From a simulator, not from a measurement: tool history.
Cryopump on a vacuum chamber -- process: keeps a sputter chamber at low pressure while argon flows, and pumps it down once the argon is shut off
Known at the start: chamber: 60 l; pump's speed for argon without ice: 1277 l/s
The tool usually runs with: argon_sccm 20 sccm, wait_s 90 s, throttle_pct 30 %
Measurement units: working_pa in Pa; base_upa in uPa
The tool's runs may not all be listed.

run 1 hour=0 | argon_sccm=20 wait_s=90 throttle_pct=30 | working_pa=0.0922 base_upa=1.11
run 2 hour=70.7 | argon_sccm=21 wait_s=90 throttle_pct=30 | working_pa=0.0984 base_upa=1.07
run 3 hour=135.9 | argon_sccm=20 wait_s=90 throttle_pct=30 | working_pa=0.0929 base_upa=1.09
run 4 hour=218.6 | argon_sccm=20 wait_s=90 throttle_pct=30 | working_pa=0.0952 base_upa=1.06
run 5 hour=314.2 | argon_sccm=20 wait_s=90 throttle_pct=30 | working_pa=0.0954 base_upa=1.12
run 6 hour=385.6 | argon_sccm=20 wait_s=90 throttle_pct=30 | working_pa=0.0955 base_upa=1.18
run 7 hour=452.3 | argon_sccm=20 wait_s=90 throttle_pct=30 | working_pa=0.0976 base_upa=1.15
run 8 hour=507.9 | argon_sccm=20 wait_s=90 throttle_pct=30 | working_pa=0.0975 base_upa=1.19
run 9 hour=585.7 | argon_sccm=17 wait_s=216 throttle_pct=25 | working_pa=0.0991 base_upa=0.8
run 10 hour=682.2 | argon_sccm=17 wait_s=216 throttle_pct=25 | working_pa=0.1013 base_upa=0.87
-- hour=696.6 pump warmed up, emptied and cooled again
run 11 hour=776.2 | argon_sccm=14 wait_s=20 throttle_pct=26 | working_pa=0.0715 base_upa=3.46
run 12 hour=823.3 | argon_sccm=31 wait_s=20 throttle_pct=26 | working_pa=0.1606 base_upa=3.37

Here are 4 independent what-if runs from the current tool condition. What would each one return?
run A hour=921.1 | argon_sccm=21 wait_s=99 throttle_pct=26 | working_pa=? base_upa=?
run B hour=921.1 | argon_sccm=20 wait_s=32 throttle_pct=30 | working_pa=? base_upa=?
run C hour=921.1 | argon_sccm=20 wait_s=246 throttle_pct=30 | working_pa=? base_upa=?
run D hour=921.1 | argon_sccm=31 wait_s=20 throttle_pct=23 | working_pa=? base_upa=?

run=A working_pa=0.1082 base_upa=1.08
run=B working_pa=0.0906 base_upa=2.32
run=C working_pa=0.0898 base_upa=0.65
run=D working_pa=0.181 base_upa=3.34
Take away the tool's hidden state, keep each run's random variation, and the runs would have read:
run=A working_pa=0.1059 base_upa=0.86
run=B working_pa=0.0883 base_upa=2.11
run=C working_pa=0.0875 base_upa=0.43
run=D working_pa=0.1774 base_upa=3.13
